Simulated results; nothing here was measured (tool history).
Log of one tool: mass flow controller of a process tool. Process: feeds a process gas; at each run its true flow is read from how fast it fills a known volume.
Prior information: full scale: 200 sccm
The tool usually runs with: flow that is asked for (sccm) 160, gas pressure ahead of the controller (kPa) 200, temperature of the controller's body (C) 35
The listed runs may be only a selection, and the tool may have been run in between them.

| run | day | flow that is asked for (sccm) | gas pressure ahead of the controller (kPa) | temperature of the controller's body (C) | true flow (%) |
|---|---|---|---|---|---|
| 1 | 0 | 160 | 200 | 35 | 100.49 |
| 2 | 4.579 | 160 | 200 | 35 | 100.62 |
| 3 | 10.083 | 160 | 200 | 35 | 100.47 |
| 4 | 15.546 | 160 | 200 | 35 | 100.38 |
| 5 | 19.125 | 169 | 200 | 35 | 100.56 |
| 6 | 25.871 | 160 | 200 | 35 | 100.3 |
| 7 | 32.746 | 160 | 200 | 35 | 100.33 |
| 8 | 37.183 | 160 | 200 | 35 | 100.11 |
| 9 | 44.308 | 160 | 200 | 35 | 100.2 |
| 10 | 48.471 | 55 | 263 | 23 | 97.86 |
| 11 | 52.75 | 34 | 186 | 23 | 97.96 |
| 12 | 56.771 | 103 | 200 | 35 | 99.53 |
| 13 | 60.496 | 27 | 146 | 20 | 97.7 |
| 14 | 67.654 | 27 | 146 | 20 | 97.59 |
| 15 | 71.821 | 27 | 146 | 20 | 97.77 |
| 16 | 79.254 | 43 | 200 | 20 | 97.37 |
| 17 | 84.371 | 160 | 263 | 35 | 99.74 |
|  | 89.625 | gauge calibrated |
| 18 | 92.192 | 26 | 181 | 36 | 99.37 |

What if the next run were any one of these 5? Each begins from the tool's condition after run 18:
| A | 96.867 | 160 | 160 | 30 | ? |
| B | 96.867 | 100 | 200 | 26 | ? |
| C | 96.867 | 53 | 179 | 22 | ? |
| D | 96.867 | 160 | 200 | 20 | ? |
| E | 96.867 | 26 | 181 | 23 | ? |

| run | true flow (%) |
|---|---|
| A | 100.11 |
| B | 99.24 |
| C | 98.46 |
| D | 99.15 |
| E | 98.33 |
What these runs would have given with no unlogged condition in the tool:
| run | true flow (%) |
|---|---|
| A | 100.17 |
| B | 99.3 |
| C | 98.51 |
| D | 99.21 |
| E | 98.38 |

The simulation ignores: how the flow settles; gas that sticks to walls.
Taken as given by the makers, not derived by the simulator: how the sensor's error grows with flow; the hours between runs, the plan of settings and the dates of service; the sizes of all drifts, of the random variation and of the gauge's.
